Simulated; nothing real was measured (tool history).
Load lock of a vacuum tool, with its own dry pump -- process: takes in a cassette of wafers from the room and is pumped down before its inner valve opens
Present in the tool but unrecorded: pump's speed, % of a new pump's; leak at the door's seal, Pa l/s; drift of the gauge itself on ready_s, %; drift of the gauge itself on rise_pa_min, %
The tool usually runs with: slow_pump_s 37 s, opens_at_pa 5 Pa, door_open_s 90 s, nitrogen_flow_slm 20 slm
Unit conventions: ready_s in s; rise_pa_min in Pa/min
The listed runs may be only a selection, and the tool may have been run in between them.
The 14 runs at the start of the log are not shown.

run	hour	slow_pump_s	opens_at_pa	door_open_s	nitrogen_flow_slm	hours that the pump has run since its overhaul	times that the door has closed on its seal	incoming humidity of the room's air, %	ready_s	rise_pa_min
15	1163.6	37	8	90	20	3251	27000	46	85.7	0.018
16	1256.1	37	5	90	20	3343	27340	45.4	89.6	0.017
17	1350.5	37	5	90	21	3438	27687	43.1	88.5	0.017
18	1472	37	5	90	21	3559	28134	46.3	89.6	0.018
19	1586.7	37	5	90	21	3674	28555	45.3	88.7	0.018
20	1665.2	37	5	90	21	3752	28844	49.5	90	0.023
21	1776.2	37	9	107	11	3863	29252	44.7	84.9	0.02
22	1902.5	33	10	107	12	3990	29716	45	81.4	0.026
23	2012.6	26	5	55	12	4100	30121	44.5	81.7	0.023
24	2120.4	26	5	55	12	4208	30517	47.4	81.7	0.015
25	2221.9	37	7	90	20	4309	30890	49	87.6	0.022
26	2340	37	7	90	20	4427	31324	46.6	87.1	0.013
27	2412.1	33	5	90	18	4499	31589	47	86.5	0.016
28	2524.1	33	5	90	24	4611	32001	45.1	86.6	0.019
29	2625.6	37	5	38	5	4713	32374	46.9	89.7	0.022
30	2679.6	37	5	38	5	4767	32573	44.7	89.6	0.02
31	2737.1	37	5	38	5	4824	32784	44	90.2	0.023
32	2843.7	37	5	64	20	4931	33176	49.6	90	0.01
33	2920.5	37	5	90	8	5008	33458	43	88.4	0.024
34	3016.3	37	5	104	29	5103	33810	46.4	89.3	0.021
35	3123.8	52	4	90	20	5211	34205	46.2	102.3	0.022
36	3241.1	52	4	90	20	5328	34636	44.8	102	0.017
37	3299.7	21	4	90	20	5387	34852	47	78.9	0.019

Consider 4 possible next runs. They are alternatives, not a sequence: every one starts from the tool as it was left by run 37. What does each give?
A	3389.6	37	6	29	20	5477	35182	41.4	?	?
B	3389.6	37	5	237	16	5477	35182	45.3	?	?
C	3389.6	21	4	90	15	5477	35182	41.2	?	?
D	3389.6	21	4	82	20	5477	35182	44.2	?	?

run	ready_s	rise_pa_min
A	87.7	0.014
B	89.7	0.032
C	79.2	0.014
D	79.5	0.019
With the hidden condition removed and each run's random variation left untouched, the same runs would have given:
run	ready_s	rise_pa_min
A	87.7	0.013
B	89.7	0.031
C	79.2	0.014
D	79.5	0.018
